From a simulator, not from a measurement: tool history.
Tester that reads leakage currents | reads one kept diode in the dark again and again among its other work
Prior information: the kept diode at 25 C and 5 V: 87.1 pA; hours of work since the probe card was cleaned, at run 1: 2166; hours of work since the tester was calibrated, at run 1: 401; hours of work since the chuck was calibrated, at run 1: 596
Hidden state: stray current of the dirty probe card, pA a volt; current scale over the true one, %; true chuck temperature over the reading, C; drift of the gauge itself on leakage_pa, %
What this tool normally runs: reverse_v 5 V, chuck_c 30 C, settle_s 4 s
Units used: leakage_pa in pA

run    hour  reverse_v  chuck_c  settle_s  hours of work since the probe card was cleaned  hours of work since the tester was calibrated  hours of work since the chuck was calibrated  leakage_pa
  1       0          5       30         4                                            2166                                            401                                           596      136.96
  2   100.2          5       30         4                                            2228                                            463                                           658       135.6
  3   231.3          5       30         4                                            2310                                            544                                           740      134.85
  4   354.9          5       30      3.14                                            2386                                            621                                           816      134.45
  5     471          5       30      2.09                                            2458                                            693                                           888      133.76
  6   537.5          5       30      2.09                                            2500                                            734                                           929      133.09
  7   638.9          5       30      2.09                                            2562                                            797                                           992      132.54
  8     700          5       30      2.09                                            2600                                            835                                          1030      131.51
  9   754.4          5       36         4                                            2634                                            869                                          1064      214.67
 10   813.5          5       30      5.15                                            2671                                            905                                          1101      131.75
 11   941.6          5       30      5.77                                            2750                                            985                                          1180      130.93
 12  1061.9          5       30      5.77                                            2825                                           1059                                          1255      129.79
 13  1179.4          5       30      5.77                                            2898                                           1132                                          1328      129.86
 14  1291.9          5       30      5.77                                            2967                                           1202                                          1397      129.07
 15  1421.3          5       30         4                                            3048                                           1282                                          1478      127.93
 16  1527.8          5       30         4                                            3114                                           1348                                          1544       127.1
 17  1595.3          5       30         4                                            3155                                           1390                                          1585      126.86
 18  1710.9          5       30      3.56                                            3227                                           1462                                          1657      126.95
 19  1819.8          5       30      3.56                                            3295                                           1529                                          1725      126.45
     1847.7  -- chuck's temperature calibrated
 20  1952.8          5       30         4                                            3376                                           1610                                            65      144.32
 21  2024.3      12.52       30         4                                            3420                                           1655                                           109      217.45
 22  2135.7      13.53       21      3.25                                            3489                                           1724                                           179      116.52
 23  2202.5      13.53       48      0.34                                            3531                                           1765                                           220      901.91
 24  2316.7          5       52      0.36                                            3602                                           1836                                           291       798.4
     2440.8  -- probe card cleaned and baked
 25  2442.8       4.11       24      5.76                                               1                                           1912                                           367       71.64
 26  2554.2       1.37       41      0.79                                              70                                           1981                                           436      196.72
 27  2622.9       1.37       41      0.79                                             113                                           2024                                           479      196.81
 28  2702.8       1.37       41      0.79                                             162                                           2074                                           528      195.44
 29  2764.4       1.37       41      0.79                                             201                                           2112                                           567      195.27
 30  2856.9       3.69       59      0.79                                             258                                           2169                                           624     1135.95
 31  2921.5       1.02       21         4                                             298                                           2209                                           664       30.65
 32  3037.9       1.02       21         4                                             370                                           2281                                           736       30.25
 33  3126.8          5       23      5.38                                             425                                           2337                                           791       68.85
 34  3190.1          5       23      5.38                                             465                                           2376                                           831       69.19
 35  3313.5       1.27       20      5.38                                             541                                           2452                                           907       29.85
 36  3432.2       1.27       40      7.74                                             615                                           2526                                           981      168.32
 37  3539.4       1.37       36      3.25                                             681                                           2592                                          1047      124.14
 38    3617       1.37       36      3.25                                             729                                           2641                                          1095      123.72
 39  3748.9       1.94       43      1.08                                             811                                           2722                                          1177      250.35

Hidden condition of the tool, last listed run before each entry between runs versus first listed run after:
Between runs 19 and 20: chuck's temperature calibrated (hour 1847.7)
  stray current of the dirty probe card, pA a volt: 1.877 -> 1.923; current scale over the true one, %: 0.49 -> 0.51; true chuck temperature over the reading, C: -1.79 -> -0.13
  what was measured, less what the result would be without the hidden state, leakage_pa: -9.65 -> +8.74 pA
Between runs 24 and 25: probe card cleaned and baked (hour 2440.8)
  stray current of the dirty probe card, pA a volt: 2.051 -> 0.027; current scale over the true one, %: 0.57 -> 0.6; true chuck temperature over the reading, C: -0.36 -> -0.45
  what was measured, less what the result would be without the hidden state, leakage_pa: -6.96 -> -2.49 pA

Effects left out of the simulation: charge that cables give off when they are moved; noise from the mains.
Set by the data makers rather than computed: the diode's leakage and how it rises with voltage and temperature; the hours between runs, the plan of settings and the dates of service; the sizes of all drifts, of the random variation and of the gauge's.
